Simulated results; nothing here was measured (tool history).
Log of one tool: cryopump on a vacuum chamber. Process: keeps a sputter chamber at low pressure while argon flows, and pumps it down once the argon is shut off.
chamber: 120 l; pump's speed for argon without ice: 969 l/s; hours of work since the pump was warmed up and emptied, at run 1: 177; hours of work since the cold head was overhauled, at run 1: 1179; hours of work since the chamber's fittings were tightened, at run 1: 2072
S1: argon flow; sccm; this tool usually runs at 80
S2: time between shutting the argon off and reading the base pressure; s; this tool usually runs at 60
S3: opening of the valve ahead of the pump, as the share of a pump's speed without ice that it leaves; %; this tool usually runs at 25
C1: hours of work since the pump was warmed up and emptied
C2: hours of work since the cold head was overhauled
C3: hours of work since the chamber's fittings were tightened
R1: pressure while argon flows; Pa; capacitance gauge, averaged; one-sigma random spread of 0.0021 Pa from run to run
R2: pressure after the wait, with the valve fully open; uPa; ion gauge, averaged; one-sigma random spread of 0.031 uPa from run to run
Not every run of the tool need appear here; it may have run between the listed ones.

Run 1, hour 0.0: usual settings; C1 177; C2 1179; C3 2072. Result: R1 0.5675 Pa, R2 4.44 uPa.
Run 2, hour 42.9: usual settings but S1 34 sccm; C1 206; C2 1208; C3 2101. Result: R1 0.2394 Pa, R2 4.50 uPa.
At hour 68.1: leaking fittings of the chamber tightened, without venting.
Run 3, hour 118.4: usual settings but S1 34 sccm; C1 256; C2 1257; C3 34. Result: R1 0.2398 Pa, R2 1.65 uPa.
Run 4, hour 201.5: usual settings but S1 35 sccm; C1 312; C2 1313; C3 90. Result: R1 0.2490 Pa, R2 1.72 uPa.
Run 5, hour 264.2: usual settings but S1 35 sccm; C1 354; C2 1356; C3 132. Result: R1 0.2492 Pa, R2 1.79 uPa.
Run 6, hour 346.5: usual settings but S1 69 sccm; C1 410; C2 1411; C3 188. Result: R1 0.4963 Pa, R2 1.93 uPa.
Run 7, hour 420.3: usual settings but S2 75 s; C1 460; C2 1461; C3 238. Result: R1 0.5720 Pa, R2 1.72 uPa.
Run 8, hour 468.2: usual settings but S2 75 s; C1 492; C2 1493; C3 270. Result: R1 0.5731 Pa, R2 1.69 uPa.
Run 9, hour 532.4: usual settings but S2 75 s; C1 535; C2 1537; C3 314. Result: R1 0.5760 Pa, R2 1.80 uPa.
Run 10, hour 572.5: usual settings but S1 139 sccm, S3 20 %; C1 562; C2 1564; C3 341. Result: R1 1.2343 Pa, R2 2.13 uPa.
Run 11, hour 607.2: usual settings but S1 139 sccm, S3 20 %; C1 586; C2 1587; C3 364. Result: R1 1.2462 Pa, R2 2.11 uPa.
Run 12, hour 665.0: usual settings but S1 41 sccm, S2 46 s, S3 44 %; C1 625; C2 1626; C3 403. Result: R1 0.1725 Pa, R2 2.61 uPa.
Run 13, hour 737.8: usual settings but S1 50 sccm, S3 49 %; C1 674; C2 1676; C3 452. Result: R1 0.1912 Pa, R2 2.28 uPa.
Run 14, hour 775.2: usual settings but S1 50 sccm, S3 49 %; C1 699; C2 1701; C3 478. Result: R1 0.1922 Pa, R2 2.30 uPa.
Run 15, hour 816.3: usual settings but S1 86 sccm, S2 22 s, S3 57 %; C1 727; C2 1729; C3 505. Result: R1 0.2882 Pa, R2 4.62 uPa.
Run 16, hour 859.4: usual settings but S1 86 sccm, S2 22 s, S3 57 %; C1 756; C2 1758; C3 534. Result: R1 0.2906 Pa, R2 4.62 uPa.
Run 17, hour 916.3: usual settings but S1 38 sccm, S2 227 s; C1 795; C2 1796; C3 573. Result: R1 0.2757 Pa, R2 1.50 uPa.

Here are 3 independent what-if runs from the current tool condition. What would each one return?
Run A, hour 987.9: usual settings but S1 38 sccm, S2 227 s, S3 41 %; C1 843; C2 1844; C3 621. Result: R1 ?, R2 ?.
Run B, hour 987.9: usual settings but S2 26 s, S3 40 %; C1 843; C2 1844; C3 621. Result: R1 ?, R2 ?.
Run C, hour 987.9: usual settings but S1 104 sccm, S2 83 s, S3 44 %; C1 843; C2 1844; C3 621. Result: R1 ?, R2 ?.

run      R1    R2
  A  0.1757  1.63
  B  0.3754  4.13
  C  0.4486  2.20
Without the tool's unlogged condition, the same runs would have read:
run      R1    R2
  A  0.1623  0.66
  B  0.3474  3.16
  C  0.4121  1.22

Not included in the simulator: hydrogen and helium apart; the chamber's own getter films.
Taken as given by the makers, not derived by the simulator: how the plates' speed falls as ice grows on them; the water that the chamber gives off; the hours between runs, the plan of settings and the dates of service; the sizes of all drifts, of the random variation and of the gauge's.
